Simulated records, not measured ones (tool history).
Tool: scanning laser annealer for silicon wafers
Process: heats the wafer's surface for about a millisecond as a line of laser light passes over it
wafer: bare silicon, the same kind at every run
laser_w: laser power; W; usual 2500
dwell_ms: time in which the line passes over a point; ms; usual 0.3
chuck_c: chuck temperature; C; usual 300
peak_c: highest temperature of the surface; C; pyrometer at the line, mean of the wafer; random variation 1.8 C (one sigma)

run	hour	laser_w	dwell_ms	chuck_c	peak_c
1	0	2500	0.3	300	1009
2	27.1	2500	0.3	281	987
# hour 35.5: window over the wafer cleaned
3	67.3	2500	0.3	300	1060
4	97	2500	0.3	300	1056
5	124.6	2500	0.3	300	1057
6	181.1	2500	0.3	300	1048
7	216.5	2500	0.364	300	1139
8	266.6	2500	0.364	300	1137
9	320.8	2500	0.217	300	910
10	362.4	2500	0.217	300	906
11	399.8	2500	0.217	300	903
12	433.6	2500	0.217	300	901
13	463	2500	0.236	290	919
# hour 496.3: optics aligned, line set to its width
14	512.6	2613	0.3	296	1076
15	542.8	2271	0.327	291	967
16	576.6	2271	0.283	291	912
17	625.2	2651	0.283	291	1045
18	665.2	2651	0.283	291	1043
19	688.5	2576	0.283	291	1012
# hour 716.6: window over the wafer cleaned
20	724.5	2576	0.254	291	1011
21	754.9	2180	0.315	304	959
22	803.4	2639	0.304	315	1137

Measured less the same run without the tool's hidden state. The same run-to-run variation is in both; the gauge's scatter may not be:
The hidden state here: light that passes the window, % of a clean one's; laser's true power over the reading, %; width of the line over the set one, %; drift of the gauge itself on peak_c, C.
run	peak_c
1	-58
2	-60
3	-10
4	-13
5	-14
6	-19
7	-24
8	-29
9	-25
10	-28
11	-30
12	-32
13	-36
14	-39
15	-37
16	-36
17	-49
18	-52
19	-52
20	-4
21	-6
22	-11
